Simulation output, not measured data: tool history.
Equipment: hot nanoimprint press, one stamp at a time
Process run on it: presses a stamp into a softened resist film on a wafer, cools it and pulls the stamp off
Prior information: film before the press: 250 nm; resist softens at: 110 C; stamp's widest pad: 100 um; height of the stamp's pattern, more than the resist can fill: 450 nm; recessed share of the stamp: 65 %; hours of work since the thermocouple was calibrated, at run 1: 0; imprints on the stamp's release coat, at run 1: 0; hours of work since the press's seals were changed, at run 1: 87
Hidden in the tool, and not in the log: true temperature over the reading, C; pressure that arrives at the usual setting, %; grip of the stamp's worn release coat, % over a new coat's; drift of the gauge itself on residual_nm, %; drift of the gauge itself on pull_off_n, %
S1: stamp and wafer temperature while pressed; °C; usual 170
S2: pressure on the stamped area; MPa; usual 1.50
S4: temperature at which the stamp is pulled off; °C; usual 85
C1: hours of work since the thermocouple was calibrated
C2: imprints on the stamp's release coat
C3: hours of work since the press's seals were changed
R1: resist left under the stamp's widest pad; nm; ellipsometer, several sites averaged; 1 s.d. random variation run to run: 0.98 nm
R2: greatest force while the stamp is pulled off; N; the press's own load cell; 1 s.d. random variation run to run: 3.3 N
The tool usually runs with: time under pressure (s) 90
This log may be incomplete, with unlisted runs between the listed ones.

run 1 hour=0.0 | S1=170 S2=1.50 time_under_pressure_(s)=90 S4=85 | C1=0 C2=0 C3=87 | R1=138.1 R2=154
run 2 hour=42.8 | S1=170 S2=1.50 time_under_pressure_(s)=90 S4=85 | C1=19 C2=63 C3=107 | R1=139.0 R2=160
run 3 hour=80.8 | S1=170 S2=1.50 time_under_pressure_(s)=90 S4=85 | C1=36 C2=119 C3=124 | R1=139.4 R2=166
run 4 hour=121.4 | S1=170 S2=1.50 time_under_pressure_(s)=90 S4=85 | C1=55 C2=179 C3=142 | R1=141.3 R2=167
run 5 hour=170.3 | S1=170 S2=1.50 time_under_pressure_(s)=90 S4=85 | C1=77 C2=252 C3=164 | R1=140.4 R2=170
run 6 hour=248.6 | S1=170 S2=1.50 time_under_pressure_(s)=90 S4=85 | C1=112 C2=367 C3=199 | R1=142.0 R2=180
run 7 hour=341.0 | S1=170 S2=1.50 time_under_pressure_(s)=90 S4=85 | C1=154 C2=503 C3=241 | R1=141.6 R2=188
-- hour=350.5 plate thermocouple calibrated
run 8 hour=424.4 | S1=171 S2=1.50 time_under_pressure_(s)=90 S4=85 | C1=33 C2=622 C3=277 | R1=141.4 R2=204
-- hour=452.4 stamp cleaned and given a new release coat
run 9 hour=515.2 | S1=167 S2=1.50 time_under_pressure_(s)=90 S4=85 | C1=72 C2=92 C3=316 | R1=159.1 R2=166
run 10 hour=586.8 | S1=161 S2=1.55 time_under_pressure_(s)=90 S4=85 | C1=104 C2=198 C3=348 | R1=186.1 R2=172
run 11 hour=629.4 | S1=169 S2=1.90 time_under_pressure_(s)=90 S4=85 | C1=123 C2=261 C3=367 | R1=138.3 R2=177
run 12 hour=712.6 | S1=170 S2=1.13 time_under_pressure_(s)=90 S4=82 | C1=161 C2=384 C3=405 | R1=163.4 R2=191
run 13 hour=750.3 | S1=176 S2=1.13 time_under_pressure_(s)=90 S4=75 | C1=178 C2=439 C3=422 | R1=137.9 R2=226
-- hour=766.1 plate thermocouple calibrated, once more
run 14 hour=801.2 | S1=161 S2=2.17 time_under_pressure_(s)=73 S4=83 | C1=16 C2=510 C3=443 | R1=172.5 R2=200
run 15 hour=890.5 | S1=161 S2=2.17 time_under_pressure_(s)=73 S4=83 | C1=56 C2=642 C3=484 | R1=172.4 R2=204
-- hour=910.5 stamp cleaned and given a new release coat
run 16 hour=940.2 | S1=161 S2=2.17 time_under_pressure_(s)=73 S4=83 | C1=76 C2=43 C3=503 | R1=173.6 R2=169
run 17 hour=1008.9 | S1=179 S2=2.02 time_under_pressure_(s)=73 S4=83 | C1=107 C2=145 C3=534 | R1=102.1 R2=171
run 18 hour=1067.1 | S1=170 S2=1.61 time_under_pressure_(s)=90 S4=83 | C1=133 C2=231 C3=560 | R1=138.9 R2=180

Here are 4 independent what-if runs from the current tool condition. What would each one return?
-- hour=1083.6 press's hydraulic seals changed and the load cell set to zero
run A hour=1157.0 | S1=170 S2=1.61 time_under_pressure_(s)=57 S4=83 | C1=170 C2=352 C3=33 | R1=? R2=?
-- hour=1083.6 press's hydraulic seals changed and the load cell set to zero
run B hour=1157.0 | S1=170 S2=2.24 time_under_pressure_(s)=90 S4=83 | C1=170 C2=352 C3=33 | R1=? R2=?
-- hour=1083.6 press's hydraulic seals changed and the load cell set to zero
run C hour=1157.0 | S1=170 S2=1.61 time_under_pressure_(s)=133 S4=78 | C1=170 C2=352 C3=33 | R1=? R2=?
-- hour=1083.6 press's hydraulic seals changed and the load cell set to zero
run D hour=1157.0 | S1=170 S2=2.18 time_under_pressure_(s)=90 S4=83 | C1=170 C2=352 C3=33 | R1=? R2=?

run=A R1=161.4 R2=180
run=B R1=121.9 R2=188
run=C R1=121.7 R2=205
run=D R1=123.1 R2=195
With no hidden state in the tool, these same runs would have given:
run=A R1=157.9 R2=159
run=B R1=118.5 R2=166
run=C R1=118.4 R2=181
run=D R1=119.7 R2=172

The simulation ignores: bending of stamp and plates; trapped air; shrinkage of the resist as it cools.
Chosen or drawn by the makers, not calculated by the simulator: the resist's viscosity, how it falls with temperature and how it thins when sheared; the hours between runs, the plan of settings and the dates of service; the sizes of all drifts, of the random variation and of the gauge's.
